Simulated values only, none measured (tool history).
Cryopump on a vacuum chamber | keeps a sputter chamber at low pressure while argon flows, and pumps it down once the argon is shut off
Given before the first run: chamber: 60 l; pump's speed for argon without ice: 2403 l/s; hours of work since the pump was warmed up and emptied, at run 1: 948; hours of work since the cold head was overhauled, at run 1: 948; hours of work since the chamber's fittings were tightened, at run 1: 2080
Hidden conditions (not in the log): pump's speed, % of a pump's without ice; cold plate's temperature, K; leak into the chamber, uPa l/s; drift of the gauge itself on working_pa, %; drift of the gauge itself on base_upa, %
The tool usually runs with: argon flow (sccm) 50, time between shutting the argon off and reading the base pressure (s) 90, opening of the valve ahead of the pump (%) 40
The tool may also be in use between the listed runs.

run    hour  argon flow (sccm)  time between shutting the argon off and reading the base pressure (s)  opening of the valve ahead of the pump (%)  hours of work since the pump was warmed up and emptied  hours of work since the cold head was overhauled  hours of work since the chamber's fittings were tightened  pressure while argon flows (Pa)  pressure after the wait (uPa)
  1     0.0                 50                                                                     90                                          40                                                     948                                               948                                                       2080                           0.1029                           1.80
  2    27.0                 50                                                                     24                                          40                                                     961                                               961                                                       2093                           0.1030                           2.98
  3    54.4                 50                                                                     24                                          40                                                     975                                               975                                                       2107                           0.1041                           2.88
  4   108.2                 50                                                                     24                                          40                                                    1002                                              1002                                                       2134                           0.1041                           2.99
  5   155.4                 50                                                                     24                                          40                                                    1026                                              1026                                                       2158                           0.1058                           3.05
  6   181.7                 50                                                                     24                                          40                                                    1039                                              1039                                                       2171                           0.1046                           3.02
  7   221.3                 50                                                                     24                                          40                                                    1059                                              1059                                                       2191                           0.1054                           3.03
  8   263.0                 50                                                                     24                                          40                                                    1080                                              1080                                                       2212                           0.1052                           3.04
      288.1  -- pump warmed up, emptied and cooled again
  9   295.7                 50                                                                     24                                          40                                                       4                                              1094                                                       2226                           0.0894                           2.63
 10   324.9                 36                                                                     24                                          40                                                      19                                              1109                                                       2241                           0.0632                           2.69
 11   370.2                 36                                                                     24                                          40                                                      41                                              1132                                                       2264                           0.0645                           2.60
 12   407.8                 36                                                                     24                                          40                                                      60                                              1151                                                       2283                           0.0639                           2.61
 13   461.7                 36                                                                     24                                          40                                                      87                                              1178                                                       2310                           0.0642                           2.60
 14   515.4                 36                                                                     24                                          40                                                     115                                              1205                                                       2337                           0.0647                           2.73
 15   562.8                 36                                                                     24                                          28                                                     138                                              1229                                                       2361                           0.0923                           2.73
 16   613.4                 36                                                                     24                                          28                                                     164                                              1254                                                       2386                           0.0913                           2.78
 17   649.4                 99                                                                     90                                          40                                                     182                                              1272                                                       2404                           0.1792                           1.54
 18   683.8                 99                                                                     90                                          40                                                     199                                              1290                                                       2422                           0.1813                           1.57
 19   713.3                 99                                                                     90                                          40                                                     214                                              1305                                                       2436                           0.1824                           1.64
 20   740.8                 99                                                                     90                                          40                                                     228                                              1318                                                       2450                           0.1807                           1.64
 21   774.5                 99                                                                     90                                          40                                                     245                                              1335                                                       2467                           0.1814                           1.65
 22   811.1                 66                                                                     90                                          48                                                     264                                              1354                                                       2486                           0.1023                           1.63
 23   837.9                 21                                                                     90                                          36                                                     277                                              1367                                                       2499                           0.0434                           1.69
 24   891.9                 21                                                                     90                                          36                                                     304                                              1395                                                       2526                           0.0431                           1.65
 25   919.1                 21                                                                     90                                          36                                                     318                                              1408                                                       2540                           0.0430                           1.74
 26   966.9                 21                                                                     33                                          45                                                     342                                              1432                                                       2564                           0.0348                           2.44
 27  1004.5                 32                                                                     90                                          40                                                     361                                              1451                                                       2583                           0.0593                           1.70
 28  1046.6                 78                                                                    156                                          40                                                     382                                              1473                                                       2604                           0.1453                           1.58

Run 29 has not been measured yet. What should we expect?
 29  1084.7                 78                                                                    156                                          40                                                     401                                              1492                                                       2624                                ?                              ?

Run 29 gave pressure while argon flows (Pa) 0.1469, pressure after the wait (uPa) 1.60.
Were there no unlogged condition in the tool, this run, its random variation unchanged, would have produced pressure while argon flows (Pa) 0.1378, pressure after the wait (uPa) 0.37.
